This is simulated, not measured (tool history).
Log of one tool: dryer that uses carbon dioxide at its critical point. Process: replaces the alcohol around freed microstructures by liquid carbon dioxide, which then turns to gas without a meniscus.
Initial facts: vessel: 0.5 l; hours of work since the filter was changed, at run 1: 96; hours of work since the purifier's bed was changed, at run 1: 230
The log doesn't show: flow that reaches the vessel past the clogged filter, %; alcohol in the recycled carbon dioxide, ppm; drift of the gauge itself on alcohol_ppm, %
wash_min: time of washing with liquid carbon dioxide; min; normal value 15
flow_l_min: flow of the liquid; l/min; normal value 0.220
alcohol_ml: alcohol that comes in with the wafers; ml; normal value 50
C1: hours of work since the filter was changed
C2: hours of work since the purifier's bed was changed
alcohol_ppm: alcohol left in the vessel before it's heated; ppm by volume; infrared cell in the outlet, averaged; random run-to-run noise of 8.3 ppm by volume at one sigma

run 1 hour=0.0 | wash_min=15 flow_l_min=0.220 alcohol_ml=50 | C1=96 C2=230 | alcohol_ppm=566
run 2 hour=15.9 | wash_min=15 flow_l_min=0.220 alcohol_ml=50 | C1=107 C2=241 | alcohol_ppm=605
run 3 hour=36.2 | wash_min=15 flow_l_min=0.220 alcohol_ml=50 | C1=120 C2=254 | alcohol_ppm=587
run 4 hour=45.1 | wash_min=15 flow_l_min=0.220 alcohol_ml=50 | C1=126 C2=260 | alcohol_ppm=595
run 5 hour=55.7 | wash_min=15 flow_l_min=0.220 alcohol_ml=50 | C1=133 C2=267 | alcohol_ppm=624
run 6 hour=65.2 | wash_min=15 flow_l_min=0.220 alcohol_ml=50 | C1=140 C2=274 | alcohol_ppm=632
run 7 hour=83.4 | wash_min=15 flow_l_min=0.220 alcohol_ml=50 | C1=152 C2=286 | alcohol_ppm=642
run 8 hour=93.1 | wash_min=15 flow_l_min=0.337 alcohol_ml=50 | C1=158 C2=292 | alcohol_ppm=77
run 9 hour=102.4 | wash_min=15 flow_l_min=0.220 alcohol_ml=50 | C1=165 C2=298 | alcohol_ppm=662
run 10 hour=119.1 | wash_min=15 flow_l_min=0.220 alcohol_ml=50 | C1=176 C2=310 | alcohol_ppm=667
run 11 hour=130.0 | wash_min=15 flow_l_min=0.220 alcohol_ml=50 | C1=183 C2=317 | alcohol_ppm=671
run 12 hour=149.5 | wash_min=15 flow_l_min=0.220 alcohol_ml=50 | C1=196 C2=330 | alcohol_ppm=685
run 13 hour=168.7 | wash_min=18 flow_l_min=0.220 alcohol_ml=50 | C1=209 C2=343 | alcohol_ppm=295
run 14 hour=179.6 | wash_min=18 flow_l_min=0.220 alcohol_ml=50 | C1=216 C2=350 | alcohol_ppm=292
run 15 hour=191.7 | wash_min=15 flow_l_min=0.220 alcohol_ml=50 | C1=224 C2=358 | alcohol_ppm=713
run 16 hour=211.8 | wash_min=14 flow_l_min=0.220 alcohol_ml=50 | C1=238 C2=372 | alcohol_ppm=999
run 17 hour=222.7 | wash_min=14 flow_l_min=0.220 alcohol_ml=50 | C1=245 C2=379 | alcohol_ppm=1011
run 18 hour=235.8 | wash_min=14 flow_l_min=0.220 alcohol_ml=50 | C1=254 C2=388 | alcohol_ppm=1033
run 19 hour=250.4 | wash_min=14 flow_l_min=0.220 alcohol_ml=50 | C1=264 C2=397 | alcohol_ppm=1094
run 20 hour=264.3 | wash_min=15 flow_l_min=0.215 alcohol_ml=50 | C1=273 C2=407 | alcohol_ppm=891
run 21 hour=273.5 | wash_min=15 flow_l_min=0.215 alcohol_ml=50 | C1=279 C2=413 | alcohol_ppm=889
run 22 hour=281.7 | wash_min=15 flow_l_min=0.220 alcohol_ml=50 | C1=285 C2=418 | alcohol_ppm=802
run 23 hour=295.9 | wash_min=15 flow_l_min=0.220 alcohol_ml=50 | C1=294 C2=428 | alcohol_ppm=804
run 24 hour=306.7 | wash_min=15 flow_l_min=0.141 alcohol_ml=50 | C1=301 C2=435 | alcohol_ppm=4784
run 25 hour=323.3 | wash_min=13 flow_l_min=0.181 alcohol_ml=73 | C1=312 C2=446 | alcohol_ppm=4796
run 26 hour=335.2 | wash_min=13 flow_l_min=0.181 alcohol_ml=73 | C1=320 C2=454 | alcohol_ppm=4860
run 27 hour=346.4 | wash_min=10 flow_l_min=0.153 alcohol_ml=73 | C1=328 C2=462 | alcohol_ppm=16365
run 28 hour=356.8 | wash_min=11 flow_l_min=0.175 alcohol_ml=21 | C1=335 C2=469 | alcohol_ppm=2663
run 29 hour=372.4 | wash_min=11 flow_l_min=0.175 alcohol_ml=21 | C1=345 C2=479 | alcohol_ppm=2713
run 30 hour=388.0 | wash_min=11 flow_l_min=0.175 alcohol_ml=21 | C1=356 C2=489 | alcohol_ppm=2656
run 31 hour=400.8 | wash_min=24 flow_l_min=0.269 alcohol_ml=54 | C1=364 C2=498 | alcohol_ppm=73
run 32 hour=410.8 | wash_min=24 flow_l_min=0.269 alcohol_ml=54 | C1=371 C2=505 | alcohol_ppm=74
run 33 hour=425.6 | wash_min=10 flow_l_min=0.133 alcohol_ml=24 | C1=381 C2=515 | alcohol_ppm=7440
run 34 hour=433.9 | wash_min=10 flow_l_min=0.133 alcohol_ml=24 | C1=386 C2=520 | alcohol_ppm=7360
run 35 hour=448.7 | wash_min=9 flow_l_min=0.249 alcohol_ml=44 | C1=396 C2=530 | alcohol_ppm=3574
run 36 hour=466.5 | wash_min=17 flow_l_min=0.141 alcohol_ml=83 | C1=408 C2=542 | alcohol_ppm=5980
run 37 hour=479.0 | wash_min=17 flow_l_min=0.235 alcohol_ml=56 | C1=416 C2=550 | alcohol_ppm=443
run 38 hour=491.3 | wash_min=17 flow_l_min=0.235 alcohol_ml=56 | C1=425 C2=559 | alcohol_ppm=452
run 39 hour=500.2 | wash_min=9 flow_l_min=0.242 alcohol_ml=50 | C1=431 C2=565 | alcohol_ppm=4575
run 40 hour=518.1 | wash_min=9 flow_l_min=0.334 alcohol_ml=50 | C1=443 C2=576 | alcohol_ppm=1360
run 41 hour=536.3 | wash_min=22 flow_l_min=0.366 alcohol_ml=50 | C1=455 C2=589 | alcohol_ppm=75
run 42 hour=554.6 | wash_min=19 flow_l_min=0.155 alcohol_ml=96 | C1=467 C2=601 | alcohol_ppm=3328
-- hour=558.9 inlet filter changed
run 43 hour=564.8 | wash_min=19 flow_l_min=0.155 alcohol_ml=96 | C1=4 C2=607 | alcohol_ppm=1781
run 44 hour=577.6 | wash_min=23 flow_l_min=0.232 alcohol_ml=107 | C1=12 C2=616 | alcohol_ppm=104
run 45 hour=596.6 | wash_min=19 flow_l_min=0.250 alcohol_ml=50 | C1=25 C2=628 | alcohol_ppm=124
run 46 hour=616.6 | wash_min=19 flow_l_min=0.250 alcohol_ml=50 | C1=39 C2=642 | alcohol_ppm=116

Run 47, settings as shown, results not yet in. Your forecast:
run 47 hour=629.2 | wash_min=19 flow_l_min=0.136 alcohol_ml=50 | C1=47 C2=650 | alcohol_ppm=?

{"run 47": {"alcohol_ppm": 1804}}
Take away the tool's hidden state, keep the run-to-run variation as it was, and the same run would have given alcohol_ppm 1601 ppm by volume.
